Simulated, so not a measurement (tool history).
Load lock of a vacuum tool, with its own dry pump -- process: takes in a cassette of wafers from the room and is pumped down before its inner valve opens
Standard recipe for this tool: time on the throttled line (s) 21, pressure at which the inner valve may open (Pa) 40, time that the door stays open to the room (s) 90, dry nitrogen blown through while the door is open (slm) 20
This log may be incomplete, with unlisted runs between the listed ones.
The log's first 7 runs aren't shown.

run	hour	time on the throttled line (s)	pressure at which the inner valve may open (Pa)	time that the door stays open to the room (s)	dry nitrogen blown through while the door is open (slm)	incoming humidity of the room's air, %	time from the closed door until the inner valve may open (s)	rise of the pressure with all valves shut (Pa/min)
8	2396.9	16	40	90	20	44.8	27.7	0.085
9	2872.7	16	40	90	20	43.4	27.7	0.109
10	3141.9	16	40	90	20	46.4	27.5	0.133
11	3526.9	16	40	90	20	44.3	27.6	0.168
12	3904	13	40	90	20	44.8	25.5	0.206
13	4325.3	13	40	90	20	45.7	25.5	0.258
14	4767.4	13	40	90	20	46	25.9	0.327
15	4997.1	13	40	90	20	47.3	25.9	0.354
16	5393	13	40	90	20	47.7	25.6	0.429
17	5757.2	13	40	90	20	45.7	25.8	0.474
18	6240.9	13	40	90	20	43.6	26.2	0.583

The next listed run, before its measurement:
19	6703.1	13	40	90	20	47.4	?	?

{"run 19": {"time from the closed door until the inner valve may open (s)": 26.1, "rise of the pressure with all valves shut (Pa/min)": 0.68}}
Without the tool's hidden state the same run would have given time from the closed door until the inner valve may open (s) 24.3, rise of the pressure with all valves shut (Pa/min) 0.058.
